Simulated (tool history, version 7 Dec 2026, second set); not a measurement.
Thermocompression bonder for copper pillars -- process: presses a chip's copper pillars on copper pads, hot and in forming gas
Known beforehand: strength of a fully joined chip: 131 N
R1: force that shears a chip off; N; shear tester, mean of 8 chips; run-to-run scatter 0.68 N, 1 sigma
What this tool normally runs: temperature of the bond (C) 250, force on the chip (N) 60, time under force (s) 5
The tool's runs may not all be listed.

{"run": 1, "day": 0.0, "temperature of the bond (C)": 250, "force on the chip (N)": 60, "time under force (s)": 5, "R1": 44.5}
{"run": 2, "day": 1.65, "temperature of the bond (C)": 250, "force on the chip (N)": 60, "time under force (s)": 5, "R1": 44.9}
{"run": 3, "day": 2.717, "temperature of the bond (C)": 250, "force on the chip (N)": 60, "time under force (s)": 5, "R1": 43.9}
{"run": 4, "day": 4.104, "temperature of the bond (C)": 250, "force on the chip (N)": 60, "time under force (s)": 5, "R1": 43.1}
{"run": 5, "day": 5.258, "temperature of the bond (C)": 250, "force on the chip (N)": 60, "time under force (s)": 3, "R1": 34.6}
{"run": 6, "day": 6.546, "temperature of the bond (C)": 250, "force on the chip (N)": 60, "time under force (s)": 5, "R1": 42.6}
{"run": 7, "day": 7.6, "temperature of the bond (C)": 250, "force on the chip (N)": 56, "time under force (s)": 5, "R1": 39.3}
{"run": 8, "day": 9.008, "temperature of the bond (C)": 250, "force on the chip (N)": 60, "time under force (s)": 5, "R1": 41.2}
{"run": 9, "day": 10.167, "temperature of the bond (C)": 250, "force on the chip (N)": 60, "time under force (s)": 5, "R1": 42}
{"run": 10, "day": 10.921, "temperature of the bond (C)": 238, "force on the chip (N)": 60, "time under force (s)": 5, "R1": 35}
{"run": 11, "day": 11.875, "temperature of the bond (C)": 221, "force on the chip (N)": 60, "time under force (s)": 14, "R1": 41.1}
{"run": 12, "day": 12.921, "temperature of the bond (C)": 223, "force on the chip (N)": 86, "time under force (s)": 3, "R1": 32.7}
{"run": 13, "day": 14.7, "temperature of the bond (C)": 250, "force on the chip (N)": 52, "time under force (s)": 12, "R1": 49.7}

Run 14 has not been measured yet. What should we expect?
{"run": 14, "day": 15.638, "temperature of the bond (C)": 278, "force on the chip (N)": 89, "time under force (s)": 4, "R1": "?"}

R1: 72.9 N
Minus the tool's unlogged condition, the same run would have read R1 80.4 N.

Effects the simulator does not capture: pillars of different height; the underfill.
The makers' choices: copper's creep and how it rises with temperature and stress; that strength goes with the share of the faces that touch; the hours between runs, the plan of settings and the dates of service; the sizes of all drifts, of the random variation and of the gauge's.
